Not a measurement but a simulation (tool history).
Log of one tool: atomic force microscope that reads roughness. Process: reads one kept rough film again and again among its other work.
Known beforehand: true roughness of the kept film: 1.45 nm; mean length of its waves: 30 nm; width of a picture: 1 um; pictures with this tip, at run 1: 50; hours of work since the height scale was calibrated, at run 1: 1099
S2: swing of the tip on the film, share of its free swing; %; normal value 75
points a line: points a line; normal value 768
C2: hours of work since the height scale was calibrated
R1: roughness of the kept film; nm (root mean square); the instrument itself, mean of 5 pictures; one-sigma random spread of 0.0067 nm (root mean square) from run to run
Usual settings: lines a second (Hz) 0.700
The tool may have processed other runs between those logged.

Run 1, hour 0.0: usual settings; pictures with this tip 50; C2 1099. Result: R1 1.247 nm (root mean square).
At hour 13.0: new tip fitted.
Run 2, hour 38.1: usual settings but lines a second (Hz) 2.208; pictures with this tip 60; C2 1127. Result: R1 1.187 nm (root mean square).
At hour 47.5: new tip fitted.
Run 3, hour 56.4: usual settings but lines a second (Hz) 2.208; pictures with this tip 22; C2 1141. Result: R1 1.241 nm (root mean square).
Run 4, hour 77.9: usual settings but lines a second (Hz) 2.208; pictures with this tip 73; C2 1157. Result: R1 1.172 nm (root mean square).
At hour 82.0: new tip fitted.
Run 5, hour 106.8: usual settings but lines a second (Hz) 2.208; pictures with this tip 59; C2 1179. Result: R1 1.191 nm (root mean square).
At hour 116.5: new tip fitted.
Run 6, hour 123.7: usual settings but lines a second (Hz) 2.208; pictures with this tip 17; C2 1191. Result: R1 1.242 nm (root mean square).
Run 7, hour 146.1: usual settings but lines a second (Hz) 2.208; pictures with this tip 71; C2 1208. Result: R1 1.175 nm (root mean square).
At hour 151.1: new tip fitted.
At hour 185.2: new tip fitted.
Run 8, hour 185.5: usual settings but lines a second (Hz) 2.208; pictures with this tip 1; C2 1237. Result: R1 1.286 nm (root mean square).
Run 9, hour 212.6: usual settings but lines a second (Hz) 2.208, S2 61 %; pictures with this tip 66; C2 1258. Result: R1 1.224 nm (root mean square).
At hour 218.0: new tip fitted.
Run 10, hour 231.4: usual settings but points a line 709; pictures with this tip 32; C2 1271. Result: R1 1.280 nm (root mean square).
At hour 250.3: new tip fitted.
Run 11, hour 267.3: usual settings; pictures with this tip 40; C2 1298. Result: R1 1.261 nm (root mean square).
At hour 285.2: new tip fitted.
Run 12, hour 296.1: usual settings but points a line 614; pictures with this tip 26; C2 1320. Result: R1 1.284 nm (root mean square).
At hour 319.6: new tip fitted.
Run 13, hour 335.5: usual settings but points a line 614; pictures with this tip 39; C2 1349. Result: R1 1.279 nm (root mean square).
At hour 354.1: new tip fitted.
Run 14, hour 365.3: usual settings but points a line 614; pictures with this tip 27; C2 1371. Result: R1 1.257 nm (root mean square).
At hour 388.1: new tip fitted.
Run 15, hour 396.5: usual settings but S2 78 %; pictures with this tip 20; C2 1395. Result: R1 1.285 nm (root mean square).
Run 16, hour 415.7: usual settings but S2 78 %; pictures with this tip 66; C2 1409. Result: R1 1.220 nm (root mean square).
At hour 421.3: new tip fitted.
Run 17, hour 452.2: usual settings but S2 78 %; pictures with this tip 74; C2 1436. Result: R1 1.213 nm (root mean square).
At hour 456.3: new tip fitted.
Run 18, hour 471.1: usual settings but S2 78 %; pictures with this tip 35; C2 1450. Result: R1 1.259 nm (root mean square).
At hour 489.3: new tip fitted.
Run 19, hour 501.8: usual settings but S2 78 %; pictures with this tip 30; C2 1473. Result: R1 1.270 nm (root mean square).
At hour 522.9: new tip fitted.
Run 20, hour 541.2: usual settings but lines a second (Hz) 1.012, S2 78 %; pictures with this tip 44; C2 1503. Result: R1 1.240 nm (root mean square).
At hour 555.4: new tip fitted.
Run 21, hour 578.7: usual settings but lines a second (Hz) 1.012, S2 78 %; pictures with this tip 56; C2 1531. Result: R1 1.210 nm (root mean square).
At hour 588.2: new tip fitted.
Run 22, hour 606.6: usual settings but lines a second (Hz) 1.012, S2 78 %; pictures with this tip 45; C2 1551. Result: R1 1.241 nm (root mean square).
At hour 622.1: new tip fitted.
Run 23, hour 636.6: usual settings but lines a second (Hz) 0.711; pictures with this tip 34; C2 1574. Result: R1 1.259 nm (root mean square).
At hour 656.3: new tip fitted.
Run 24, hour 658.3: usual settings but lines a second (Hz) 0.711; pictures with this tip 5; C2 1590. Result: R1 1.314 nm (root mean square).
At hour 689.1: new tip fitted.
Run 25, hour 690.2: usual settings; pictures with this tip 3; C2 1614. Result: R1 1.316 nm (root mean square).
At hour 722.1: new tip fitted.
Run 26, hour 730.1: usual settings; pictures with this tip 19; C2 1643. Result: R1 1.296 nm (root mean square).
Run 27, hour 751.4: usual settings but points a line 394; pictures with this tip 70; C2 1659. Result: R1 1.223 nm (root mean square).
At hour 755.0: new tip fitted.
At hour 756.0: height scale calibrated on a step standard.
Run 28, hour 774.2: usual settings but lines a second (Hz) 1.652, S2 87 %; pictures with this tip 43; C2 14. Result: R1 1.177 nm (root mean square).
At hour 790.0: new tip fitted.
Run 29, hour 801.7: usual settings but lines a second (Hz) 3.170, S2 80 %, points a line 404; pictures with this tip 28; C2 34. Result: R1 1.180 nm (root mean square).
At hour 824.3: new tip fitted.
Run 30, hour 829.1: usual settings but lines a second (Hz) 3.170, S2 80 %, points a line 404; pictures with this tip 12; C2 55. Result: R1 1.185 nm (root mean square).
At hour 856.8: new tip fitted.
Run 31, hour 867.2: usual settings but lines a second (Hz) 0.638, S2 59 %, points a line 773; pictures with this tip 25; C2 83. Result: R1 1.287 nm (root mean square).
At hour 890.3: new tip fitted.
Run 32, hour 893.8: usual settings but lines a second (Hz) 0.649, S2 58 %, points a line 482; pictures with this tip 8; C2 103. Result: R1 1.300 nm (root mean square).
At hour 910.9: height scale calibrated on a step standard, once more.
At hour 924.4: new tip fitted.
Run 33, hour 924.4: usual settings but lines a second (Hz) 0.921, S2 89 %, points a line 278; pictures with this tip 0; C2 10. Result: R1 1.289 nm (root mean square).
Run 34, hour 944.6: usual settings but lines a second (Hz) 0.921, S2 89 %, points a line 278; pictures with this tip 49; C2 25. Result: R1 1.229 nm (root mean square).
At hour 958.3: new tip fitted.
Run 35, hour 983.1: usual settings but lines a second (Hz) 2.687, points a line 972; pictures with this tip 60; C2 54. Result: R1 1.192 nm (root mean square).
At hour 990.6: new tip fitted.
Run 36, hour 1011.6: usual settings but lines a second (Hz) 2.085, S2 65 %; pictures with this tip 50; C2 75. Result: R1 1.245 nm (root mean square).
At hour 1024.5: new tip fitted.
Run 37, hour 1037.9: usual settings but lines a second (Hz) 1.135; pictures with this tip 32; C2 95. Result: R1 1.279 nm (root mean square).
At hour 1057.6: new tip fitted.
Run 38, hour 1072.5: usual settings but lines a second (Hz) 3.194, points a line 681; pictures with this tip 36; C2 121. Result: R1 1.201 nm (root mean square).
At hour 1091.0: new tip fitted.
Run 39, hour 1112.0: usual settings but lines a second (Hz) 3.194, points a line 681; pictures with this tip 50; C2 150. Result: R1 1.185 nm (root mean square).
At hour 1126.5: new tip fitted.
Run 40, hour 1144.9: usual settings but lines a second (Hz) 3.194, points a line 681; pictures with this tip 44; C2 175. Result: R1 1.202 nm (root mean square).
At hour 1159.6: new tip fitted.
Run 41, hour 1176.5: usual settings but lines a second (Hz) 3.194, points a line 681; pictures with this tip 41; C2 198. Result: R1 1.206 nm (root mean square).
At hour 1193.2: new tip fitted.
Run 42, hour 1193.2: usual settings but lines a second (Hz) 2.100, S2 63 %; pictures with this tip 0; C2 210. Result: R1 1.325 nm (root mean square).
Run 43, hour 1214.4: usual settings but lines a second (Hz) 3.913, S2 65 %, points a line 425; pictures with this tip 51; C2 226. Result: R1 1.216 nm (root mean square).
At hour 1227.0: new tip fitted.
Run 44, hour 1246.5: usual settings but lines a second (Hz) 3.913, S2 65 %, points a line 425; pictures with this tip 47; C2 250. Result: R1 1.220 nm (root mean square).
At hour 1260.2: new tip fitted.
Run 45, hour 1279.7: usual settings but lines a second (Hz) 3.945; pictures with this tip 47; C2 275. Result: R1 1.174 nm (root mean square).
At hour 1293.5: new tip fitted.
Run 46, hour 1301.7: usual settings but lines a second (Hz) 3.945; pictures with this tip 19; C2 291. Result: R1 1.205 nm (root mean square).
At hour 1327.1: new tip fitted.
Run 47, hour 1328.6: usual settings but lines a second (Hz) 1.501, S2 56 %, points a line 941; pictures with this tip 4; C2 311. Result: R1 1.343 nm (root mean square).
Run 48, hour 1352.5: usual settings but lines a second (Hz) 1.501, S2 56 %, points a line 941; pictures with this tip 61; C2 330. Result: R1 1.247 nm (root mean square).
At hour 1360.2: new tip fitted.
Run 49, hour 1391.6: usual settings but lines a second (Hz) 1.701, S2 69 %, points a line 395; pictures with this tip 76; C2 359. Result: R1 1.199 nm (root mean square).

What would each run have given without the hidden state, its run-to-run variation left as it was?
Hidden state present: radius of the tip, nm; height scale over the true one, %; drift of the gauge itself on roughness_nm, %.
run     R1
  1  1.339
  2  1.293
  3  1.294
  4  1.296
  5  1.286
  6  1.289
  7  1.293
  8  1.304
  9  1.336
 10  1.348
 11  1.339
 12  1.347
 13  1.347
 14  1.322
 15  1.334
 16  1.340
 17  1.339
 18  1.336
 19  1.338
 20  1.323
 21  1.317
 22  1.328
 23  1.333
 24  1.343
 25  1.340
 26  1.346
 27  1.350
 28  1.271
 29  1.246
 30  1.231
 31  1.355
 32  1.346
 33  1.293
 34  1.293
 35  1.281
 36  1.324
 37  1.323
 38  1.257
 39  1.256
 40  1.273
 41  1.268
 42  1.328
 43  1.292
 44  1.288
 45  1.243
 46  1.239
 47  1.356
 48  1.350
 49  1.312
